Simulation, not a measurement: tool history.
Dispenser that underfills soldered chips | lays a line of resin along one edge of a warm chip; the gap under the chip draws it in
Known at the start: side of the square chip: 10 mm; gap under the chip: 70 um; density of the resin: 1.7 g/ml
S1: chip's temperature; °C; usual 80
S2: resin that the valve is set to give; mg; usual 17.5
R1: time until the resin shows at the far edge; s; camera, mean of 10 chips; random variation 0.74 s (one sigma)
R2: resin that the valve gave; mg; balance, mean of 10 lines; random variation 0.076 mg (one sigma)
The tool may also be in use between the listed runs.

run  hour  S1    S2     R1     R2
  1     0  80  17.5   74.4  16.99
  2   4.4  80  17.5   83.6  16.91
  3  12.7  80  17.5  103.6  16.93
     17.1  -- new syringe of resin
  4  20.3  76  17.5   91.7  16.86
  5    24  80  17.5   87.5  16.71
  6    32  80  17.5  107.4  16.65
     34.1  -- new syringe of resin
  7  37.3  80  17.5   82.3  16.78
  8  44.4  80  17.5   99.3  16.65
     46.2  -- dispensing valve cleaned and set on the balance
     51.8  -- new syringe of resin
  9  53.5  80  17.5   76.7  17.43
 10  60.5  80  17.5   91.3   17.3
 11    66  80  17.5  105.8  17.18
     68.9  -- new syringe of resin
 12  71.9  92  19.9   49.2  19.58
 13  76.4  73  19.3    116  19.02
 14  80.2  73  19.3  127.8   18.9
     85.6  -- new syringe of resin
 15  86.3  73  19.3   98.9  18.95
 16    90  71  16.4  122.8  16.05
 17  95.1  71  16.4  140.4  15.93

The same runs without the tool's hidden state, with the same run-to-run variation:
The hidden state here: resin's viscosity, % of fresh resin's; dose that the valve gives, % of what is set; true chip temperature over the reading, C; drift of the gauge itself on fill_s, %; drift of the gauge itself on given_mg, %.
run    R1     R2
  1  67.3  17.52
  2  67.4  17.47
  3  67.5  17.55
  4  77.5  17.53
  5  67.3   17.4
  6  67.2   17.4
  7  68.1  17.58
  8  68.4   17.5
  9  68.1  17.52
 10  67.7  17.44
 11    68  17.37
 12  42.2  19.85
 13  87.7  19.31
 14  87.7  19.23
 15  88.4  19.32
 16  99.4  16.39
 17  99.8  16.31

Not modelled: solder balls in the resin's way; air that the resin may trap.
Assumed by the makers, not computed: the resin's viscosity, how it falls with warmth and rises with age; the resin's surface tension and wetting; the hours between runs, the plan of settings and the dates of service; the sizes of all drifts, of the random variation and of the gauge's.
